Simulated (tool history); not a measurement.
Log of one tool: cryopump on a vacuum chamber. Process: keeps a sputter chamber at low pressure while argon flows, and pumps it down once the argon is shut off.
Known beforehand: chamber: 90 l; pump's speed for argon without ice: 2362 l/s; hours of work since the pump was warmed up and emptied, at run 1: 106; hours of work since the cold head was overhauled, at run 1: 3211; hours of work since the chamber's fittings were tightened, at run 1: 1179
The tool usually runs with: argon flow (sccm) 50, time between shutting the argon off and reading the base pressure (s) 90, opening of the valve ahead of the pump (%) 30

run	hour	argon flow (sccm)	time between shutting the argon off and reading the base pressure (s)	opening of the valve ahead of the pump (%)	hours of work since the pump was warmed up and emptied	hours of work since the cold head was overhauled	hours of work since the chamber's fittings were tightened	pressure while argon flows (Pa)	pressure after the wait (uPa)
1	0.0	50	90	30	106	3211	1179	0.1209	0.88
2	81.6	50	90	30	177	3282	1249	0.1203	0.96
3	141.5	50	90	30	229	3334	1301	0.1224	0.97
4	235.3	50	90	17	310	3415	1382	0.2154	1.00
5	307.6	50	29	30	373	3477	1445	0.1232	1.56
6	399.9	50	29	30	453	3557	1525	0.1245	1.63
7	444.1	50	29	30	491	3596	1563	0.1247	1.67
8	516.8	50	29	30	554	3659	1626	0.1275	1.75
# hour 534.4: pump warmed up, emptied and cooled again
9	600.4	50	29	30	57	3727	1694	0.1204	1.57
10	682.7	50	29	30	128	3798	1765	0.1220	1.68
11	732.0	50	29	30	171	3841	1808	0.1222	1.69
12	797.8	50	29	30	228	3897	1865	0.1225	1.72
13	852.6	50	90	30	275	3945	1913	0.1227	1.30
14	900.5	50	90	30	317	3986	1954	0.1234	1.30
15	947.4	50	90	30	358	4027	1995	0.1254	1.34
16	1036.7	50	28	30	435	4104	2072	0.1252	1.92
17	1075.7	50	28	30	469	4138	2106	0.1265	2.01
18	1165.0	78	90	30	546	4215	2183	0.1980	1.49
# hour 1191.3: pump warmed up, emptied and cooled again
19	1209.1	44	167	30	15	4249	2217	0.1057	1.20
20	1293.1	44	167	30	88	4322	2290	0.1069	1.26
21	1382.8	44	167	30	166	4400	2367	0.1072	1.37
22	1479.0	50	90	31	249	4483	2451	0.1190	1.51
23	1575.3	50	90	31	332	4566	2534	0.1206	1.55
24	1633.5	26	32	31	383	4617	2584	0.0630	2.07
25	1680.9	50	248	16	424	4658	2625	0.2309	1.56
26	1738.8	91	163	30	474	4708	2675	0.2297	1.67
27	1782.7	91	163	30	512	4746	2713	0.2286	1.64
# hour 1853.6: pump warmed up, emptied and cooled again
28	1870.1	86	43	30	14	4817	2785	0.2079	1.91
29	1930.5	46	107	31	67	4869	2837	0.1067	1.57
30	2002.1	93	58	31	129	4931	2899	0.2208	1.82

Below are 4 alternative next runs, each starting from the tool's condition after run 30. Predict each:
A	2046.3	33	90	17	167	4970	2937	?	?
B	2046.3	50	90	37	167	4970	2937	?	?
C	2046.3	93	58	24	167	4970	2937	?	?
D	2046.3	36	58	31	167	4970	2937	?	?

run	pressure while argon flows (Pa)	pressure after the wait (uPa)
A	0.1414	1.73
B	0.1003	1.73
C	0.2841	1.88
D	0.0855	1.87
Stripped of hidden state, with their random variation kept, the same runs would have yielded:
run	pressure while argon flows (Pa)	pressure after the wait (uPa)
A	0.1393	0.35
B	0.0970	0.36
C	0.2780	0.51
D	0.0832	0.52
